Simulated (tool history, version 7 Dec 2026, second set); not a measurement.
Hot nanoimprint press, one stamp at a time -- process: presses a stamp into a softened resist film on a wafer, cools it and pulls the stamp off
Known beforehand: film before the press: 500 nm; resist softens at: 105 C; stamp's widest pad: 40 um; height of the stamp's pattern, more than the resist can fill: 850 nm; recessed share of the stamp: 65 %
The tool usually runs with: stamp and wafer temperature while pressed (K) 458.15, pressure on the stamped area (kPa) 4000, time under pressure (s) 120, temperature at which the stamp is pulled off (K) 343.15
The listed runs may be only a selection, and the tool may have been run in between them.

run,hour,stamp and wafer temperature while pressed (K),pressure on the stamped area (kPa),time under pressure (s),temperature at which the stamp is pulled off (K),resist left under the stamp's widest pad (nm),greatest force while the stamp is pulled off (N)
1,0,458.15,4000,120,343.15,187.3,181
2,8.5,458.15,4000,120,343.15,187.5,175
3,15.2,458.15,4000,120,343.15,186.7,184
4,28.4,458.15,4000,120,343.15,188.4,176
5,35.4,458.15,4000,120,343.15,186.7,175
6,42.2,458.15,4000,120,343.15,186.8,171
7,55.6,458.15,4000,120,343.15,189,179
8,61.8,458.15,4000,120,343.15,187.9,183
9,68.3,458.15,4000,65,343.15,233.6,179
10,79.1,450.15,4000,65,343.15,309.2,174
11,88.4,450.15,4000,65,343.15,309,176
12,97,458.15,4000,120,343.15,189.2,185
13,108.1,458.15,4000,120,343.15,190.3,181
14,119.6,458.15,4000,120,343.15,190.4,179
15,131.7,458.15,4000,120,343.15,190.3,185
16,140,453.15,3110,142,347.15,247.7,157
17,153,447.15,4000,133,345.15,283.3,169
# hour 157: gauge calibrated
18,160.1,447.15,4000,133,345.15,274.5,165
# hour 170.2: stamp cleaned and given a new release coat
19,177.7,461.15,4000,120,343.15,166.8,173
20,186.9,458.15,4000,149,350.15,171.9,147
21,197.5,458.15,4000,149,350.15,173.2,144
22,204.4,462.15,3500,62,344.15,222.3,167
23,213.7,462.15,3500,62,344.15,222.1,170
24,222.7,462.15,3500,62,344.15,220.9,168
25,233.6,462.15,3500,62,344.15,221.9,173
26,241.9,462.15,3500,62,344.15,222.4,169
# hour 246.2: plate thermocouple calibrated
27,254,469.15,2510,191,343.15,138.8,180
28,268.3,456.15,4000,209,339.15,164.6,194
29,274.7,469.15,4000,120,343.15,128.4,177
30,288,469.15,4000,120,343.15,128.8,181

What if the next run were any one of these 3? Each begins from the tool's condition after run 30:
A,297.8,468.15,4000,120,336.15,?,?
B,297.8,469.15,4000,76,343.15,?,?
C,297.8,466.15,4000,120,343.15,?,?

run,resist left under the stamp's widest pad (nm),greatest force while the stamp is pulled off (N)
A,132.1,209
B,152.9,176
C,142.4,172
The same runs, with their run-to-run variation unchanged, on a tool lacking any hidden condition would have given:
run,resist left under the stamp's widest pad (nm),greatest force while the stamp is pulled off (N)
A,129.4,208
B,149.7,175
C,139.5,171
